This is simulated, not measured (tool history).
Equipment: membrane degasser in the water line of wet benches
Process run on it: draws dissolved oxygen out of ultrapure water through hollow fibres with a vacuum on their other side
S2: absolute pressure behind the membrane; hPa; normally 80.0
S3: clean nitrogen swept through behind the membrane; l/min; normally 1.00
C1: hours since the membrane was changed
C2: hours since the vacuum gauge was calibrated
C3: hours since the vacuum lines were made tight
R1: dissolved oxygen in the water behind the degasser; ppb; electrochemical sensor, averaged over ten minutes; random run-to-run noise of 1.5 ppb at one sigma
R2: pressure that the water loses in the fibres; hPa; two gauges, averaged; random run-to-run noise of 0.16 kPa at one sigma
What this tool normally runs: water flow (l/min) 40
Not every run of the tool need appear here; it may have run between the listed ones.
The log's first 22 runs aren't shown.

Run 23, day 173.233: usual settings but S3 1.02 l/min; C1 5447; C2 2305; C3 12826. Result: R1 402.4 ppb, R2 362.6 hPa.
Run 24, day 179.392: usual settings but S3 1.02 l/min; C1 5595; C2 2453; C3 12974. Result: R1 400.5 ppb, R2 361.5 hPa.
Run 25, day 185.221: usual settings but S2 49.6 hPa; C1 5734; C2 2593; C3 13114. Result: R1 176.6 ppb, R2 363.7 hPa.
Run 26, day 189.867: usual settings but water flow (l/min) 24; C1 5846; C2 2704; C3 13225. Result: R1 258.3 ppb, R2 217.7 hPa.
Run 27, day 199.458: usual settings; C1 6076; C2 2934; C3 13455. Result: R1 408.1 ppb, R2 367.1 hPa.
Run 28, day 207.050: usual settings; C1 6258; C2 3116; C3 13638. Result: R1 406.6 ppb, R2 365.1 hPa.
At day 207.800: vacuum gauge calibrated.
Run 29, day 218.267: usual settings; C1 6527; C2 251; C3 13906. Result: R1 402.9 ppb, R2 364.3 hPa.
Run 30, day 225.167: usual settings; C1 6693; C2 417; C3 14072. Result: R1 402.3 ppb, R2 365.0 hPa.
Run 31, day 235.442: usual settings but S2 153.0 hPa, S3 0.56 l/min; C1 6939; C2 663; C3 14319. Result: R1 1334.2 ppb, R2 364.4 hPa.

3 options for the next run, each taken on its own from the tool as it stands now. Forecast them:
Run A, day 240.738: usual settings but S2 170.5 hPa; C1 7066; C2 790; C3 14446. Result: R1 ?, R2 ?.
Run B, day 240.738: usual settings but water flow (l/min) 47, S2 153.0 hPa, S3 0.56 l/min; C1 7066; C2 790; C3 14446. Result: R1 ?, R2 ?.
Run C, day 240.738: usual settings but S2 138.9 hPa, S3 1.28 l/min; C1 7066; C2 790; C3 14446. Result: R1 ?, R2 ?.

run      R1     R2
  A  1024.6  366.2
  B  1481.1  430.1
  C   688.0  366.2
With no hidden state in the tool, these same runs would have given:
run      R1     R2
  A  1015.5  358.9
  B  1492.3  421.5
  C   677.7  358.9
